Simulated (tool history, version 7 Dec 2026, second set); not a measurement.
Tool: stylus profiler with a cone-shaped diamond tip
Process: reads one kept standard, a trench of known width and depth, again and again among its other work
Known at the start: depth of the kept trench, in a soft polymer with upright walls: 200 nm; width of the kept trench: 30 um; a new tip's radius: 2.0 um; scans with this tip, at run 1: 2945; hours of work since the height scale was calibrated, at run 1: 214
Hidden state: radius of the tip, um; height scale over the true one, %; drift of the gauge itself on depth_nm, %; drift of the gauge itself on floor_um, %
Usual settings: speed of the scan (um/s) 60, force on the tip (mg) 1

run    hour  speed of the scan (um/s)  force on the tip (mg)  scans with this tip  hours of work since the height scale was calibrated  depth of the trench (Å)  width of the trench's floor (um)
  1       0                        60                      1                 2945                                                  214                   2014.9                             27.65
  2    90.7                        60                   0.58                 3808                                                  277                   2010.4                             27.47
  3   165.9                        60                      1                 4522                                                  329                     2015                             27.63
  4     209                        60                      1                 4932                                                  358                   2014.6                             27.66
  5   279.3                        60                      1                 5600                                                  407                   2015.4                             27.68
  6   380.8                        60                      1                 6565                                                  477                   2015.3                             27.64
  7   428.1                        60                      1                 7014                                                  510                   2015.5                             27.63
  8   516.3                        60                      1                 7853                                                  571                     2015                             27.68
  9   601.9                        60                      1                 8667                                                  630                   2015.1                             27.61
 10   688.3                        17                      1                 9488                                                  689                   2014.8                             28.04
 11   787.5                        60                      1                10432                                                  758                   2015.4                             27.67
      862.9  -- new tip fitted, height scale calibrated
 12   862.9                        60                   0.41                    0                                                    0                   2008.2                             27.31
 13   938.3                        35                   2.24                  716                                                   52                   2025.5                                28
 14  1010.1                        99                   1.73                 1398                                                  102                   2021.5                             27.47
 15  1074.1                        99                   1.73                 2008                                                  146                   2021.5                             27.51

Run 16 comes next. What will it give?
 16  1132                        99                   1.34                 2558                                                  186                        ?                                 ?

depth of the trench (Å): 2018.5
width of the trench's floor (um): 27.39
Without the tool's hidden state the same run would have given depth of the trench (Å) 2018.5, width of the trench's floor (um) 27.39.

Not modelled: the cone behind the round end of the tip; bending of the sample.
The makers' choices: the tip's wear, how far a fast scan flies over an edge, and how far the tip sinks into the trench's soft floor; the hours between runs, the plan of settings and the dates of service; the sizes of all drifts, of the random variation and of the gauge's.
